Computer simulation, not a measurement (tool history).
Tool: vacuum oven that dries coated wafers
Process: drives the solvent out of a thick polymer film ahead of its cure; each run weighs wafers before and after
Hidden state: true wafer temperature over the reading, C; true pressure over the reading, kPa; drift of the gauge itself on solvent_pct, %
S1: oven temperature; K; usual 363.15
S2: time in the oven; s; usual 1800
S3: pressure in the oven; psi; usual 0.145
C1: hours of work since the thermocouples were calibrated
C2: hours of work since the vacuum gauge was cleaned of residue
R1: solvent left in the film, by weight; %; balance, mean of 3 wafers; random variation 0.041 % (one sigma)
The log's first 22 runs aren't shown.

run      day      S1    S2     S3    C1    C2    R1
 23   59.083  370.15  1020  0.145  1034   649  2.64
 24   62.667  362.15  1560  0.075  1093   708  2.67
 25   65.983  362.15  1560  0.075  1147   762  2.84
 26   69.533  362.15  1560  0.075  1206   821  2.80
      71.342  -- oven's thermocouples calibrated
 27   72.142  349.15  1800  0.236    13   862  6.41
 28   74.746  368.15  1800  0.167    56   905  1.36
 29   76.512  369.15  1800  0.203    85   934  1.23
 30   79.138  369.15  1800  0.203   128   977  1.23
 31   82.604  356.15  1800  0.203   185  1033  4.28
 32   85.200  356.15  1800  0.203   227  1076  4.20
 33   88.596  359.15  2580  0.106   283  1132  1.81
 34   90.733  357.15  2280  0.464   318  1167  3.92
 35   93.246  357.15  1140  0.152   359  1208  5.45
 36   95.479  366.15  1800  0.145   396  1244  1.56
 37   97.212  362.15  1800  0.145   424  1273  2.41
 38   99.354  364.15  1740  0.145   459  1308  2.14
 39  102.783  369.15  1860  0.145   515  1364  0.99
 40  104.538  369.15  1860  0.145   544  1393  1.08
 41  106.125  369.15  1860  0.145   570  1419  1.10
 42  107.854  370.15  1140  0.145   598  1447  2.18
 43  111.288  371.15   900  0.145   655  1504  2.81

Forecast each of these 5 alternatives for the next run:
  A  113.683  374.15  1800  0.241  694  1543   ?
  B  113.683  363.15  1800  0.424  694  1543   ?
  C  113.683  348.15  1440  0.397  694  1543   ?
  D  113.683  373.15   900  0.297  694  1543   ?
  E  113.683  360.15   900  0.145  694  1543   ?

run    R1
  A  0.81
  B  2.98
  C  7.86
  D  2.63
  E  5.65
Without the tool's hidden state the same runs would have given:
run    R1
  A  0.80
  B  2.96
  C  7.84
  D  2.62
  E  5.63
